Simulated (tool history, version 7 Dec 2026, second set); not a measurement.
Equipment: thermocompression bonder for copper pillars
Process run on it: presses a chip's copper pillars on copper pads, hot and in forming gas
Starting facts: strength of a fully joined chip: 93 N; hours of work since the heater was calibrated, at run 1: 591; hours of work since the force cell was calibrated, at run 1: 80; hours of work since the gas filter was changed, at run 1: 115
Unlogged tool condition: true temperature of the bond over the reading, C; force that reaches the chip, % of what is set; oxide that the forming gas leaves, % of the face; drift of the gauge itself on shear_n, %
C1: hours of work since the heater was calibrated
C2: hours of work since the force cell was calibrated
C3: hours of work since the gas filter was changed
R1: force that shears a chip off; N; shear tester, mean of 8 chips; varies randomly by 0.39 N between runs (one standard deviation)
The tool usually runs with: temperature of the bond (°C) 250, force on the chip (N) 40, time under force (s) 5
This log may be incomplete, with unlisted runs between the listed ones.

run 1 hour=0.0 | temperature_of_the_bond_(°C)=250 force_on_the_chip_(N)=40 time_under_force_(s)=5 | C1=591 C2=80 C3=115 | R1=53.6
run 2 hour=7.0 | temperature_of_the_bond_(°C)=250 force_on_the_chip_(N)=40 time_under_force_(s)=5 | C1=594 C2=83 C3=118 | R1=54.2
run 3 hour=14.0 | temperature_of_the_bond_(°C)=250 force_on_the_chip_(N)=40 time_under_force_(s)=5 | C1=597 C2=86 C3=121 | R1=53.9
run 4 hour=26.1 | temperature_of_the_bond_(°C)=261 force_on_the_chip_(N)=40 time_under_force_(s)=5 | C1=603 C2=91 C3=126 | R1=61.8
run 5 hour=32.9 | temperature_of_the_bond_(°C)=261 force_on_the_chip_(N)=40 time_under_force_(s)=5 | C1=605 C2=94 C3=129 | R1=62.1
run 6 hour=42.8 | temperature_of_the_bond_(°C)=261 force_on_the_chip_(N)=40 time_under_force_(s)=5 | C1=610 C2=98 C3=133 | R1=62.3
run 7 hour=53.0 | temperature_of_the_bond_(°C)=250 force_on_the_chip_(N)=40 time_under_force_(s)=12 | C1=614 C2=102 C3=138 | R1=68.5
run 8 hour=58.2 | temperature_of_the_bond_(°C)=250 force_on_the_chip_(N)=40 time_under_force_(s)=12 | C1=616 C2=104 C3=140 | R1=69.2
run 9 hour=69.5 | temperature_of_the_bond_(°C)=250 force_on_the_chip_(N)=40 time_under_force_(s)=5 | C1=621 C2=109 C3=145 | R1=54.5
run 10 hour=78.5 | temperature_of_the_bond_(°C)=253 force_on_the_chip_(N)=40 time_under_force_(s)=5 | C1=625 C2=113 C3=148 | R1=57.1
run 11 hour=86.8 | temperature_of_the_bond_(°C)=253 force_on_the_chip_(N)=40 time_under_force_(s)=5 | C1=628 C2=116 C3=152 | R1=56.1
run 12 hour=92.8 | temperature_of_the_bond_(°C)=253 force_on_the_chip_(N)=40 time_under_force_(s)=5 | C1=631 C2=119 C3=154 | R1=55.9
run 13 hour=100.9 | temperature_of_the_bond_(°C)=250 force_on_the_chip_(N)=40 time_under_force_(s)=3 | C1=634 C2=122 C3=158 | R1=45.4
run 14 hour=108.2 | temperature_of_the_bond_(°C)=250 force_on_the_chip_(N)=40 time_under_force_(s)=3 | C1=637 C2=126 C3=161 | R1=46.0
run 15 hour=118.5 | temperature_of_the_bond_(°C)=279 force_on_the_chip_(N)=29 time_under_force_(s)=3 | C1=642 C2=130 C3=165 | R1=50.2
run 16 hour=127.2 | temperature_of_the_bond_(°C)=250 force_on_the_chip_(N)=50 time_under_force_(s)=13 | C1=646 C2=134 C3=169 | R1=79.2
run 17 hour=136.1 | temperature_of_the_bond_(°C)=250 force_on_the_chip_(N)=50 time_under_force_(s)=13 | C1=649 C2=137 C3=173 | R1=79.4
run 18 hour=147.6 | temperature_of_the_bond_(°C)=249 force_on_the_chip_(N)=40 time_under_force_(s)=5 | C1=654 C2=142 C3=178 | R1=52.9
run 19 hour=153.2 | temperature_of_the_bond_(°C)=249 force_on_the_chip_(N)=40 time_under_force_(s)=5 | C1=657 C2=145 C3=180 | R1=52.9
run 20 hour=165.3 | temperature_of_the_bond_(°C)=266 force_on_the_chip_(N)=40 time_under_force_(s)=5 | C1=662 C2=150 C3=185 | R1=66.0
run 21 hour=176.5 | temperature_of_the_bond_(°C)=266 force_on_the_chip_(N)=40 time_under_force_(s)=5 | C1=667 C2=155 C3=190 | R1=65.4

Below are 3 alternative next runs, each starting from the tool's condition after run 21. Predict each:
run A hour=183.2 | temperature_of_the_bond_(°C)=250 force_on_the_chip_(N)=40 time_under_force_(s)=5 | C1=669 C2=157 C3=193 | R1=?
run B hour=183.2 | temperature_of_the_bond_(°C)=262 force_on_the_chip_(N)=39 time_under_force_(s)=5 | C1=669 C2=157 C3=193 | R1=?
run C hour=183.2 | temperature_of_the_bond_(°C)=229 force_on_the_chip_(N)=28 time_under_force_(s)=10 | C1=669 C2=157 C3=193 | R1=?

run=A R1=53.9
run=B R1=61.1
run=C R1=34.5
Without the tool's unlogged condition, the same runs would have read:
run=A R1=53.9
run=B R1=61.1
run=C R1=34.5
